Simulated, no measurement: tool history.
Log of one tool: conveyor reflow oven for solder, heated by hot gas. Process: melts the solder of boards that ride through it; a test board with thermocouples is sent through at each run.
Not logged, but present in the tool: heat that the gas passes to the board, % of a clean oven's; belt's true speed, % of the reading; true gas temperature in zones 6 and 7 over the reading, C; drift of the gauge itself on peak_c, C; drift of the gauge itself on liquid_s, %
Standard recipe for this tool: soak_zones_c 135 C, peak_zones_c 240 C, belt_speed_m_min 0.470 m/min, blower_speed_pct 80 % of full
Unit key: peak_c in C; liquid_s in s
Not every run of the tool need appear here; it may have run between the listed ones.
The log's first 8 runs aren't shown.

run    hour  soak_zones_c  peak_zones_c  belt_speed_m_min  blower_speed_pct  hours of work since the flux was cleaned out  hours of work since the belt drive was overhauled  hours of work since the thermocouples were changed  peak_c  liquid_s
  9   341.7           135           231             0.470                80                                           274                                                396                                                 191   211.6      52.4
 10   385.5           135           231             0.470                80                                           309                                                431                                                 225   211.8      52.0
 11   421.9           135           240             0.424                80                                           338                                                459                                                 254   223.1      66.9
 12   452.6           135           240             0.507                80                                           362                                                483                                                 278   215.6      51.1
      470.9  -- flux residue cleaned out of gas plates and filters
 13   512.6           135           240             0.507                80                                            33                                                527                                                 321   221.1      54.3
 14   572.7           135           240             0.507                80                                            80                                                574                                                 369   220.3      54.3
 15   597.8           135           240             0.507                80                                           100                                                594                                                 388   219.5      54.0
 16   637.8           135           240             0.507                80                                           131                                                625                                                 420   219.8      53.4
 17   689.1           145           240             0.420                80                                           172                                                666                                                 460   227.4      75.7
      744.7  -- belt drive overhauled, speed set with a stopwatch
 18   748.8           132           233             0.427                60                                           216                                                  3                                                 504   213.4      56.7
 19   783.2           137           240             0.470                80                                           243                                                 30                                                 531   221.7      59.6
 20   818.8           140           234             0.497                59                                           271                                                 58                                                 559   209.4      46.5
 21   858.7           135           240             0.499                84                                           302                                                 90                                                 591   218.3      53.2
 22   887.0           135           240             0.499                84                                           324                                                112                                                 613   217.9      53.2
 23   931.5           149           241             0.504                88                                           360                                                147                                                 648   222.5      60.6
      953.2  -- flux residue cleaned out of gas plates and filters
 24   974.2           144           254             0.404                80                                            17                                                177                                                 678   242.8      86.3
 25  1029.0           144           254             0.404                80                                            60                                                220                                                 721   242.0      86.0
 26  1073.0           135           239             0.470                80                                            94                                                255                                                 755   221.4      60.1
 27  1104.3           122           245             0.393                58                                           119                                                279                                                 780   225.8      69.8
     1119.5  -- thermocouples of zones 6 and 7 changed
 28  1165.0           121           245             0.393                61                                           165                                                325                                                  36   225.6      70.2
 29  1191.1           121           245             0.393                61                                           186                                                346                                                  56   225.3      70.0
 30  1237.0           121           245             0.393                61                                           222                                                382                                                  93   225.5      69.4

Alternative continuations, all from the tool just after run 30; predict every row:
  A  1286.0           143           240             0.468                80                                           261                                                421                                                 131       ?         ?
  B  1286.0           144           240             0.470                80                                           261                                                421                                                 131       ?         ?
  C  1286.0           121           231             0.393                61                                           261                                                421                                                 131       ?         ?
  D  1286.0           142           245             0.393                61                                           261                                                421                                                 131       ?         ?
  E  1286.0           122           239             0.470                80                                           261                                                421                                                 131       ?         ?

run  peak_c  liquid_s
  A   222.2      62.7
  B   221.7      63.5
  C   213.2      57.0
  D   228.2      79.8
  E   216.2      51.7
Without the tool's hidden state the same runs would have given:
run  peak_c  liquid_s
  A   224.9      64.4
  B   224.4      65.2
  C   215.6      59.8
  D   230.3      80.7
  E   219.5      54.5
